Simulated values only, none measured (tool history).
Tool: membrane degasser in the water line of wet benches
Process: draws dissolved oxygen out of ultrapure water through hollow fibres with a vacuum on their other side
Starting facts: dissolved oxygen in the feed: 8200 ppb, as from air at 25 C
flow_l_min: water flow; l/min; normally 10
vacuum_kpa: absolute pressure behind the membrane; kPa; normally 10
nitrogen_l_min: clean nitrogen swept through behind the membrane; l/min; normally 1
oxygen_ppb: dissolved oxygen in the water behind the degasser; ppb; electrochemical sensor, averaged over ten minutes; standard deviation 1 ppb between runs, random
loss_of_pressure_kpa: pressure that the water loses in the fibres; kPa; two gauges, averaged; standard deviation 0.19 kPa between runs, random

run 1 hour=0 | flow_l_min=10 vacuum_kpa=10 nitrogen_l_min=1 | oxygen_ppb=165.5 loss_of_pressure_kpa=37.03
run 2 hour=96.4 | flow_l_min=10 vacuum_kpa=10 nitrogen_l_min=2.11 | oxygen_ppb=84.4 loss_of_pressure_kpa=36.8
run 3 hour=237.4 | flow_l_min=10 vacuum_kpa=10 nitrogen_l_min=1 | oxygen_ppb=165 loss_of_pressure_kpa=36.85
run 4 hour=315.6 | flow_l_min=10 vacuum_kpa=10 nitrogen_l_min=1 | oxygen_ppb=165.4 loss_of_pressure_kpa=37.12
run 5 hour=398.9 | flow_l_min=10 vacuum_kpa=10 nitrogen_l_min=1.27 | oxygen_ppb=134.5 loss_of_pressure_kpa=37.23
run 6 hour=492.9 | flow_l_min=10 vacuum_kpa=10 nitrogen_l_min=1.27 | oxygen_ppb=134.2 loss_of_pressure_kpa=36.57
run 7 hour=661.5 | flow_l_min=10 vacuum_kpa=10 nitrogen_l_min=1.76 | oxygen_ppb=100.2 loss_of_pressure_kpa=36.93
run 8 hour=768.5 | flow_l_min=10 vacuum_kpa=6.7 nitrogen_l_min=1.76 | oxygen_ppb=55.3 loss_of_pressure_kpa=36.92
run 9 hour=951.1 | flow_l_min=15 vacuum_kpa=10 nitrogen_l_min=1 | oxygen_ppb=255.6 loss_of_pressure_kpa=55.75
run 10 hour=1114.8 | flow_l_min=15 vacuum_kpa=19.4 nitrogen_l_min=1 | oxygen_ppb=549.9 loss_of_pressure_kpa=55.42
run 11 hour=1284.5 | flow_l_min=11 vacuum_kpa=15.6 nitrogen_l_min=0.49 | oxygen_ppb=580.7 loss_of_pressure_kpa=41.02
run 12 hour=1395.1 | flow_l_min=10 vacuum_kpa=13.3 nitrogen_l_min=0.58 | oxygen_ppb=386.7 loss_of_pressure_kpa=37.35
run 13 hour=1527.7 | flow_l_min=10 vacuum_kpa=9.2 nitrogen_l_min=0.46 | oxygen_ppb=286.8 loss_of_pressure_kpa=36.93
run 14 hour=1617 | flow_l_min=8 vacuum_kpa=9.4 nitrogen_l_min=1 | oxygen_ppb=121.2 loss_of_pressure_kpa=29.75
run 15 hour=1695.2 | flow_l_min=8 vacuum_kpa=9.4 nitrogen_l_min=1 | oxygen_ppb=121.4 loss_of_pressure_kpa=29.53
run 16 hour=1880.4 | flow_l_min=7 vacuum_kpa=13 nitrogen_l_min=1 | oxygen_ppb=165.4 loss_of_pressure_kpa=26.03
run 17 hour=2055.7 | flow_l_min=13 vacuum_kpa=14.6 nitrogen_l_min=1.84 | oxygen_ppb=209.4 loss_of_pressure_kpa=48.62
run 18 hour=2183 | flow_l_min=13 vacuum_kpa=14.6 nitrogen_l_min=1.84 | oxygen_ppb=207.3 loss_of_pressure_kpa=48.24
run 19 hour=2292 | flow_l_min=10 vacuum_kpa=12.5 nitrogen_l_min=0.69 | oxygen_ppb=310.8 loss_of_pressure_kpa=37.55

Forecast each of these 4 alternatives for the next run:
run A hour=2398.5 | flow_l_min=11 vacuum_kpa=12.5 nitrogen_l_min=0.84 | oxygen_ppb=? loss_of_pressure_kpa=?
run B hour=2398.5 | flow_l_min=14 vacuum_kpa=15.8 nitrogen_l_min=2.05 | oxygen_ppb=? loss_of_pressure_kpa=?
run C hour=2398.5 | flow_l_min=6 vacuum_kpa=12.5 nitrogen_l_min=0.55 | oxygen_ppb=? loss_of_pressure_kpa=?
run D hour=2398.5 | flow_l_min=15 vacuum_kpa=10 nitrogen_l_min=1 | oxygen_ppb=? loss_of_pressure_kpa=?

run=A oxygen_ppb=286 loss_of_pressure_kpa=41.07
run=B oxygen_ppb=228.9 loss_of_pressure_kpa=52.09
run=C oxygen_ppb=234.1 loss_of_pressure_kpa=22.44
run=D oxygen_ppb=260.4 loss_of_pressure_kpa=56.44
Without the tool's unlogged condition, the same runs would have read:
run=A oxygen_ppb=285.9 loss_of_pressure_kpa=40.39
run=B oxygen_ppb=228.7 loss_of_pressure_kpa=51.21
run=C oxygen_ppb=234 loss_of_pressure_kpa=22.07
run=D oxygen_ppb=260.1 loss_of_pressure_kpa=55.5
